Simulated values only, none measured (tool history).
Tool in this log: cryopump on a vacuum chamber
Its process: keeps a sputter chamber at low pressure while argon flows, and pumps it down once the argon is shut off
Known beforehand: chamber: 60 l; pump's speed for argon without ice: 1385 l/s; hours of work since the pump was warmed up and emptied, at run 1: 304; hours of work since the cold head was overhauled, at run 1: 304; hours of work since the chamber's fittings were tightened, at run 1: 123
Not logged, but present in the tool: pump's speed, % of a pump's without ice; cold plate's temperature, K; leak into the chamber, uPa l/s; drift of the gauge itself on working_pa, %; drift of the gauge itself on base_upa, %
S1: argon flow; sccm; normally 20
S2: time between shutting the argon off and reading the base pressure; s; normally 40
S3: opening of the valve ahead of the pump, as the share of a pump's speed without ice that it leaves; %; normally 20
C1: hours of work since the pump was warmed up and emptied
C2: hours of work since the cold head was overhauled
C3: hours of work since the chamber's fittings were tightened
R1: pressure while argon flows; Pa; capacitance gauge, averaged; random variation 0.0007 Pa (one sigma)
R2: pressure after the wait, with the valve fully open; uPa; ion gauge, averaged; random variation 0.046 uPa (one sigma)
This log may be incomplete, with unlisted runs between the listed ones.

Run 1, hour 0.0: usual settings; C1 304; C2 304; C3 123. Result: R1 0.1247 Pa, R2 2.90 uPa.
Run 2, hour 32.9: usual settings; C1 333; C2 333; C3 152. Result: R1 0.1247 Pa, R2 2.85 uPa.
Run 3, hour 55.1: usual settings; C1 352; C2 352; C3 171. Result: R1 0.1246 Pa, R2 2.93 uPa.
Run 4, hour 82.3: usual settings but S3 15 %; C1 376; C2 376; C3 195. Result: R1 0.1653 Pa, R2 2.85 uPa.
Run 5, hour 119.6: usual settings; C1 408; C2 408; C3 227. Result: R1 0.1258 Pa, R2 2.87 uPa.
Run 6, hour 139.6: usual settings; C1 425; C2 425; C3 244. Result: R1 0.1254 Pa, R2 2.91 uPa.
Run 7, hour 173.4: usual settings; C1 455; C2 455; C3 274. Result: R1 0.1262 Pa, R2 2.85 uPa.
Run 8, hour 210.3: usual settings but S1 14 sccm; C1 487; C2 487; C3 306. Result: R1 0.0889 Pa, R2 2.93 uPa.
Run 9, hour 246.4: usual settings but S1 14 sccm; C1 518; C2 518; C3 337. Result: R1 0.0881 Pa, R2 2.95 uPa.
Run 10, hour 284.5: usual settings but S1 14 sccm; C1 551; C2 551; C3 370. Result: R1 0.0883 Pa, R2 2.94 uPa.
Run 11, hour 323.0: usual settings but S1 14 sccm; C1 585; C2 585; C3 404. Result: R1 0.0905 Pa, R2 2.97 uPa.
Run 12, hour 355.0: usual settings but S1 14 sccm; C1 612; C2 612; C3 431. Result: R1 0.0892 Pa, R2 2.99 uPa.
Run 13, hour 375.1: usual settings; C1 630; C2 630; C3 449. Result: R1 0.1282 Pa, R2 2.98 uPa.
Run 14, hour 412.5: usual settings; C1 662; C2 662; C3 481. Result: R1 0.1287 Pa, R2 3.03 uPa.
Run 15, hour 450.5: usual settings but S2 162 s; C1 695; C2 695; C3 514. Result: R1 0.1305 Pa, R2 1.15 uPa.
Run 16, hour 495.3: usual settings; C1 734; C2 734; C3 553. Result: R1 0.1291 Pa, R2 2.97 uPa.
Run 17, hour 526.9: usual settings; C1 762; C2 762; C3 581. Result: R1 0.1291 Pa, R2 3.06 uPa.
Run 18, hour 556.6: usual settings but S1 35 sccm, S2 116 s, S3 21 %; C1 787; C2 787; C3 606. Result: R1 0.2183 Pa, R2 1.41 uPa.
Run 19, hour 590.5: usual settings but S3 49 %; C1 817; C2 817; C3 636. Result: R1 0.0584 Pa, R2 3.11 uPa.
Run 20, hour 625.8: usual settings but S1 11 sccm, S2 287 s, S3 35 %; C1 847; C2 847; C3 666. Result: R1 0.0436 Pa, R2 0.94 uPa.
Run 21, hour 667.3: usual settings but S1 19 sccm, S2 62 s, S3 45 %; C1 884; C2 884; C3 702. Result: R1 0.0602 Pa, R2 2.18 uPa.
Run 22, hour 689.8: usual settings but S1 26 sccm, S3 39 %; C1 903; C2 903; C3 722. Result: R1 0.0936 Pa, R2 3.05 uPa.
Run 23, hour 722.9: usual settings but S1 25 sccm, S3 18 %; C1 932; C2 932; C3 751. Result: R1 0.1812 Pa, R2 3.19 uPa.
Run 24, hour 762.4: usual settings but S1 23 sccm, S2 56 s, S3 17 %; C1 966; C2 966; C3 785. Result: R1 0.1784 Pa, R2 2.46 uPa.
Run 25, hour 790.7: usual settings but S2 107 s; C1 991; C2 991; C3 810. Result: R1 0.1329 Pa, R2 1.61 uPa.
Run 26, hour 834.6: usual settings but S1 28 sccm, S2 64 s, S3 21 %; C1 1029; C2 1029; C3 848. Result: R1 0.1796 Pa, R2 2.30 uPa.
Run 27, hour 858.9: usual settings but S3 31 %; C1 1050; C2 1050; C3 869. Result: R1 0.0901 Pa, R2 3.17 uPa.
Run 28, hour 903.8: usual settings but S3 31 %; C1 1089; C2 1089; C3 908. Result: R1 0.0920 Pa, R2 3.22 uPa.
At hour 920.4: pump warmed up, emptied and cooled again.
Run 29, hour 930.3: usual settings but S1 12 sccm, S3 33 %; C1 9; C2 1107; C3 926. Result: R1 0.0453 Pa, R2 3.04 uPa.
Run 30, hour 953.8: usual settings but S1 10 sccm, S2 75 s, S3 55 %; C1 29; C2 1128; C3 947. Result: R1 0.0226 Pa, R2 1.80 uPa.
Run 31, hour 974.9: usual settings but S1 10 sccm, S2 75 s, S3 50 %; C1 47; C2 1146; C3 965. Result: R1 0.0250 Pa, R2 1.90 uPa.
Run 32, hour 999.8: usual settings but S1 13 sccm, S2 184 s, S3 51 %; C1 69; C2 1168; C3 987. Result: R1 0.0326 Pa, R2 1.10 uPa.
Run 33, hour 1044.0: usual settings but S1 31 sccm, S2 187 s, S3 51 %; C1 107; C2 1206; C3 1025. Result: R1 0.0769 Pa, R2 1.07 uPa.
Run 34, hour 1079.5: usual settings but S1 19 sccm, S2 187 s, S3 51 %; C1 138; C2 1237; C3 1056. Result: R1 0.0467 Pa, R2 1.09 uPa.

Difference, measured minus no-hidden-state, one row per run. Run-to-run variation is common to both terms; the gauge's own scatter need not be:
run       R1     R2
  1  +0.0026  +0.11
  2  +0.0029  +0.12
  3  +0.0031  +0.13
  4  +0.0033  +0.13
  5  +0.0036  +0.14
  6  +0.0038  +0.15
  7  +0.0042  +0.17
  8  +0.0031  +0.18
  9  +0.0034  +0.19
 10  +0.0036  +0.21
 11  +0.0039  +0.22
 12  +0.0041  +0.24
 13  +0.0061  +0.25
 14  +0.0065  +0.27
 15  +0.0069  +0.28
 16  +0.0073  +0.30
 17  +0.0076  +0.32
 18  +0.0142  +0.33
 19  +0.0084  +0.35
 20  +0.0049  +0.37
 21  +0.0089  +0.38
 22  +0.0126  +0.39
 23  +0.0126  +0.42
 24  +0.0123  +0.44
 25  +0.0111  +0.46
 26  +0.0164  +0.48
 27  +0.0121  +0.49
 28  +0.0128  +0.51
 29  +0.0003  +0.28
 30  +0.0003  +0.28
 31  +0.0004  +0.31
 32  +0.0006  +0.31
 33  +0.0020  +0.32
 34  +0.0015  +0.33

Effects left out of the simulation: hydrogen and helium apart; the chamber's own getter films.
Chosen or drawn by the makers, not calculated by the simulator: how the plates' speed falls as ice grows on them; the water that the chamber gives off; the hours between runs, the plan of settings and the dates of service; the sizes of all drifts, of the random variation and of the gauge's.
